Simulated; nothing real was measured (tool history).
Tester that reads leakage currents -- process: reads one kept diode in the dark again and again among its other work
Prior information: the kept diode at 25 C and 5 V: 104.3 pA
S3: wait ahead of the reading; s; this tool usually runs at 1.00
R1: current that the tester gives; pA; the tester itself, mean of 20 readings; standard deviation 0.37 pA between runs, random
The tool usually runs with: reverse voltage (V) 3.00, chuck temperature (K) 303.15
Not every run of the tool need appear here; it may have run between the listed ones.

{"run": 1, "day": 0.0, "reverse voltage (V)": 3.0, "chuck temperature (K)": 303.15, "S3": 1.0, "R1": 127.93}
{"run": 2, "day": 2.967, "reverse voltage (V)": 3.0, "chuck temperature (K)": 303.15, "S3": 1.0, "R1": 128.64}
{"run": 3, "day": 7.667, "reverse voltage (V)": 3.0, "chuck temperature (K)": 303.15, "S3": 1.0, "R1": 129.25}
{"run": 4, "day": 10.379, "reverse voltage (V)": 3.0, "chuck temperature (K)": 303.15, "S3": 1.0, "R1": 129.34}
{"run": 5, "day": 14.921, "reverse voltage (V)": 3.0, "chuck temperature (K)": 303.15, "S3": 1.0, "R1": 131.11}
{"run": 6, "day": 17.588, "reverse voltage (V)": 3.0, "chuck temperature (K)": 303.15, "S3": 1.0, "R1": 130.43}
{"run": 7, "day": 21.617, "reverse voltage (V)": 3.0, "chuck temperature (K)": 303.15, "S3": 1.0, "R1": 131.69}
{"run": 8, "day": 25.138, "reverse voltage (V)": 3.0, "chuck temperature (K)": 303.15, "S3": 1.0, "R1": 131.77}
{"run": 9, "day": 27.221, "reverse voltage (V)": 3.0, "chuck temperature (K)": 303.15, "S3": 1.0, "R1": 133.32}
{"run": 10, "day": 30.738, "reverse voltage (V)": 3.0, "chuck temperature (K)": 303.15, "S3": 1.0, "R1": 133.56}
{"run": 11, "day": 33.638, "reverse voltage (V)": 3.0, "chuck temperature (K)": 303.15, "S3": 1.0, "R1": 134.02}
{"run": 12, "day": 38.608, "reverse voltage (V)": 3.0, "chuck temperature (K)": 304.15, "S3": 1.0, "R1": 146.57}
{"run": 13, "day": 41.625, "reverse voltage (V)": 3.0, "chuck temperature (K)": 304.15, "S3": 1.0, "R1": 147.84}
{"run": 14, "day": 44.696, "reverse voltage (V)": 3.0, "chuck temperature (K)": 303.15, "S3": 1.0, "R1": 136.65}
{"run": 15, "day": 47.738, "reverse voltage (V)": 3.0, "chuck temperature (K)": 303.15, "S3": 1.0, "R1": 137.68}
{"run": 16, "day": 52.825, "reverse voltage (V)": 3.0, "chuck temperature (K)": 303.15, "S3": 1.0, "R1": 139.08}
{"run": 17, "day": 57.242, "reverse voltage (V)": 1.71, "chuck temperature (K)": 303.15, "S3": 1.0, "R1": 102.91}
{"run": 18, "day": 61.238, "reverse voltage (V)": 1.71, "chuck temperature (K)": 303.15, "S3": 1.0, "R1": 103.85}
{"run": 19, "day": 64.092, "reverse voltage (V)": 3.0, "chuck temperature (K)": 303.15, "S3": 1.0, "R1": 140.39}
{"run": 20, "day": 68.458, "reverse voltage (V)": 3.0, "chuck temperature (K)": 303.15, "S3": 1.0, "R1": 140.87}
{"run": 21, "day": 72.367, "reverse voltage (V)": 3.0, "chuck temperature (K)": 303.15, "S3": 1.0, "R1": 142.88}
{"run": 22, "day": 74.554, "reverse voltage (V)": 9.05, "chuck temperature (K)": 314.15, "S3": 7.15, "R1": 599.3}
{"run": 23, "day": 77.079, "reverse voltage (V)": 18.24, "chuck temperature (K)": 328.15, "S3": 7.15, "R1": 2374.32}
{"run": 24, "day": 81.458, "reverse voltage (V)": 18.24, "chuck temperature (K)": 328.15, "S3": 7.15, "R1": 2376.3}
{"run": 25, "day": 84.883, "reverse voltage (V)": 18.05, "chuck temperature (K)": 320.15, "S3": 1.0, "R1": 1356.3}
{"run": 26, "day": 88.096, "reverse voltage (V)": 3.0, "chuck temperature (K)": 303.15, "S3": 1.0, "R1": 146.07}
{"day": 88.425, "done": "chuck's temperature calibrated"}
{"run": 27, "day": 92.321, "reverse voltage (V)": 4.65, "chuck temperature (K)": 328.15, "S3": 0.38, "R1": 1206.35}
{"run": 28, "day": 97.383, "reverse voltage (V)": 6.99, "chuck temperature (K)": 320.15, "S3": 0.5, "R1": 855.75}
{"run": 29, "day": 101.292, "reverse voltage (V)": 1.21, "chuck temperature (K)": 303.15, "S3": 0.39, "R1": 93.9}
{"run": 30, "day": 105.446, "reverse voltage (V)": 8.38, "chuck temperature (K)": 303.15, "S3": 0.39, "R1": 268.43}
{"run": 31, "day": 109.45, "reverse voltage (V)": 3.0, "chuck temperature (K)": 303.15, "S3": 0.45, "R1": 155.26}
{"run": 32, "day": 113.046, "reverse voltage (V)": 3.0, "chuck temperature (K)": 329.15, "S3": 1.19, "R1": 1054.56}
{"day": 113.942, "done": "chuck's temperature calibrated, once more"}
{"run": 33, "day": 115.596, "reverse voltage (V)": 4.05, "chuck temperature (K)": 329.15, "S3": 1.19, "R1": 1055.81}
{"run": 34, "day": 119.558, "reverse voltage (V)": 3.71, "chuck temperature (K)": 300.15, "S3": 1.0, "R1": 115.83}
{"run": 35, "day": 124.383, "reverse voltage (V)": 4.11, "chuck temperature (K)": 300.15, "S3": 1.0, "R1": 122.7}
{"run": 36, "day": 127.6, "reverse voltage (V)": 4.11, "chuck temperature (K)": 300.15, "S3": 1.0, "R1": 124.22}
{"run": 37, "day": 131.108, "reverse voltage (V)": 4.93, "chuck temperature (K)": 317.15, "S3": 4.71, "R1": 501.46}
{"run": 38, "day": 134.588, "reverse voltage (V)": 3.49, "chuck temperature (K)": 309.15, "S3": 6.92, "R1": 228.79}
{"run": 39, "day": 137.562, "reverse voltage (V)": 2.35, "chuck temperature (K)": 330.15, "S3": 1.0, "R1": 873.53}
{"run": 40, "day": 140.967, "reverse voltage (V)": 3.05, "chuck temperature (K)": 296.15, "S3": 1.0, "R1": 78.38}
{"run": 41, "day": 144.225, "reverse voltage (V)": 3.05, "chuck temperature (K)": 296.15, "S3": 1.0, "R1": 78.72}

Some steps in R1 between neighbouring runs. How much of each would the tool show without its hidden state too (settings, what came in, random variation), and how much is left for the hidden state, with any gauge scatter that isn't in both results?
Unlogged tool condition in this case: stray current of the dirty probe card, pA a volt; current scale over the true one, %; true chuck temperature over the reading, C; drift of the gauge itself on leakage_pa, %.
Run 22 -> 23: reverse voltage (V) 9.05 -> 18.24, chuck temperature (K) 314.15 -> 328.15. R1 +1775.02 pA: hidden state +195.33, all else +1579.69.
Run 25 -> 26: reverse voltage (V) 18.05 -> 3.00, chuck temperature (K) 320.15 -> 303.15. R1 -1210.23 pA: hidden state -159.55, all else -1050.68.
Run 26 -> 27: reverse voltage (V) 3.00 -> 4.65, chuck temperature (K) 303.15 -> 328.15, S3 1.00 -> 0.38, chuck's temperature calibrated. R1 +1060.28 pA: hidden state +147.12, all else +913.16.
